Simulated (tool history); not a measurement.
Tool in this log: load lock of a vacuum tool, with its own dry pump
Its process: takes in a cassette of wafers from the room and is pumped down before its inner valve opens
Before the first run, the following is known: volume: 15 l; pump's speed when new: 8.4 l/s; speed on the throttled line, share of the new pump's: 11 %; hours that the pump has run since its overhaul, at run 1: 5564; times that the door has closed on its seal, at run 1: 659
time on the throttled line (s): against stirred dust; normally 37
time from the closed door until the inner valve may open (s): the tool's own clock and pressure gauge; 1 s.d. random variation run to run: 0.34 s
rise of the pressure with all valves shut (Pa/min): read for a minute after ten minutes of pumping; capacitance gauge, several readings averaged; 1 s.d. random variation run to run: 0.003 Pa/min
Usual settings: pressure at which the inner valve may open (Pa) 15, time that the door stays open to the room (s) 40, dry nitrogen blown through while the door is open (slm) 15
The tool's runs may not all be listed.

run     day  time on the throttled line (s)  pressure at which the inner valve may open (Pa)  time that the door stays open to the room (s)  dry nitrogen blown through while the door is open (slm)  hours that the pump has run since its overhaul  times that the door has closed on its seal  incoming humidity of the room's air, %  time from the closed door until the inner valve may open (s)  rise of the pressure with all valves shut (Pa/min)
  1   0.000                              37                                               15                                             40                                                       15                                            5564                                         659                                    44.0                                                          49.9                                               0.042
  2   2.562                              37                                               15                                             40                                                       15                                            5626                                         887                                    42.4                                                          50.0                                               0.037
  3   4.104                              37                                               15                                             40                                                       15                                            5663                                        1024                                    43.5                                                          50.1                                               0.043
  4   5.962                              37                                               15                                            150                                                       15                                            5707                                        1189                                    48.1                                                          49.8                                               0.071
  5   9.496                              37                                               15                                             40                                                       15                                            5792                                        1503                                    45.3                                                          50.0                                               0.035
  6  11.062                              37                                               15                                             40                                                       15                                            5830                                        1643                                    45.6                                                          50.8                                               0.043
  7  14.433                              37                                               15                                             40                                                       15                                            5911                                        1943                                    42.4                                                          50.3                                               0.044
  8  16.096                              37                                               15                                             40                                                       31                                            5951                                        2091                                    47.5                                                          49.7                                               0.036
  9  19.533                              37                                               15                                             40                                                       31                                            6033                                        2397                                    46.5                                                          50.4                                               0.034
 10  21.412                              37                                               15                                             40                                                       31                                            6078                                        2564                                    43.0                                                          49.8                                               0.035
 11  24.388                              37                                               15                                             40                                                       31                                            6150                                        2829                                    45.2                                                          49.9                                               0.036
 12  26.488                              37                                               15                                             40                                                       31                                            6200                                        3016                                    45.4                                                          50.0                                               0.043
 13  28.625                              37                                               15                                             40                                                       31                                            6251                                        3206                                    45.9                                                          49.8                                               0.048
 14  30.296                              37                                               13                                             40                                                       15                                            6291                                        3354                                    47.5                                                          50.1                                               0.049
 15  33.421                              37                                               13                                             40                                                       15                                            6366                                        3632                                    46.9                                                          50.7                                               0.058
 16  35.975                              37                                               15                                            122                                                       15                                            6428                                        3860                                    46.3                                                          50.6                                               0.077
 17  39.512                              37                                               15                                            122                                                       15                                            6513                                        4174                                    46.0                                                          49.5                                               0.076
 18  41.983                              37                                               15                                            122                                                       15                                            6572                                        4394                                    43.1                                                          50.3                                               0.081
 19  44.308                              37                                               15                                            122                                                       15                                            6628                                        4601                                    41.7                                                          50.0                                               0.077
 20  46.475                              35                                               12                                             40                                                       36                                            6680                                        4794                                    50.9                                                          49.6                                               0.052
 21  48.096                              65                                               20                                             79                                                        7                                            6719                                        4938                                    46.7                                                          73.7                                               0.090
 22  50.846                              37                                               15                                             40                                                       15                                            6785                                        5183                                    46.4                                                          50.2                                               0.061
 23  52.771                              37                                               15                                             40                                                       15                                            6831                                        5354                                    44.0                                                          50.0                                               0.061
 24  54.379                              37                                               15                                             40                                                       15                                            6869                                        5497                                    45.7                                                          50.6                                               0.060
 25  57.358                              37                                               15                                             40                                                       15                                            6941                                        5762                                    44.6                                                          49.8                                               0.065
 26  59.975                              37                                               15                                             40                                                       15                                            7004                                        5995                                    45.7                                                          50.5                                               0.066
 27  61.538                              57                                               10                                             75                                                        5                                            7041                                        6134                                    45.7                                                          68.5                                               0.107
 28  63.662                              39                                               19                                             29                                                       14                                            7092                                        6323                                    45.7                                                          51.3                                               0.062
 29  65.717                              39                                               19                                             29                                                       14                                            7142                                        6506                                    43.0                                                          51.3                                               0.066
 30  68.850                              19                                               19                                             34                                                        8                                            7217                                        6785                                    46.4                                                          33.9                                               0.082
 31  70.971                              19                                               19                                             34                                                        8                                            7268                                        6973                                    49.6                                                          34.1                                               0.084
 32  73.738                              66                                               12                                             34                                                        5                                            7334                                        7220                                    44.5                                                          76.0                                               0.089
 33  76.992                              41                                               12                                            111                                                       36                                            7412                                        7509                                    42.5                                                          54.5                                               0.073
 34  79.146                              37                                               15                                             54                                                       29                                            7464                                        7701                                    41.1                                                          49.7                                               0.065
 35  80.692                              28                                               15                                            170                                                       13                                            7501                                        7838                                    46.2                                                          41.9                                               0.121
 36  83.746                              33                                               15                                             42                                                        8                                            7574                                        8110                                    43.3                                                          46.9                                               0.091

Some steps in time from the closed door until the inner valve may open (s), run to run, broken into two amounts with sign: the step expected even without the hidden condition (settings, incoming material, random variation), and the rest, left for the hidden condition together with whatever gauge scatter is not in both the measured and the hidden-condition-free result:
Hidden conditions of the tool in this case: pump's speed, % of a new pump's; leak at the door's seal, Pa l/s; drift of the gauge itself on ready_s, %; drift of the gauge itself on rise_pa_min, %.
Run 20 -> 21: time on the throttled line (s) 35 -> 65, pressure at which the inner valve may open (Pa) 12 -> 20, time that the door stays open to the room (s) 40 -> 79, dry nitrogen blown through while the door is open (slm) 36 -> 7. time from the closed door until the inner valve may open (s) +24.1: hidden state -0.5, all else +24.6.
Run 21 -> 22: time on the throttled line (s) 65 -> 37, pressure at which the inner valve may open (Pa) 20 -> 15, time that the door stays open to the room (s) 79 -> 40, dry nitrogen blown through while the door is open (slm) 7 -> 15. time from the closed door until the inner valve may open (s) -23.5: hidden state +0.4, all else -23.9.
Run 31 -> 32: time on the throttled line (s) 19 -> 66, pressure at which the inner valve may open (Pa) 19 -> 12, dry nitrogen blown through while the door is open (slm) 8 -> 5. time from the closed door until the inner valve may open (s) +41.9: hidden state -0.5, all else +42.4.
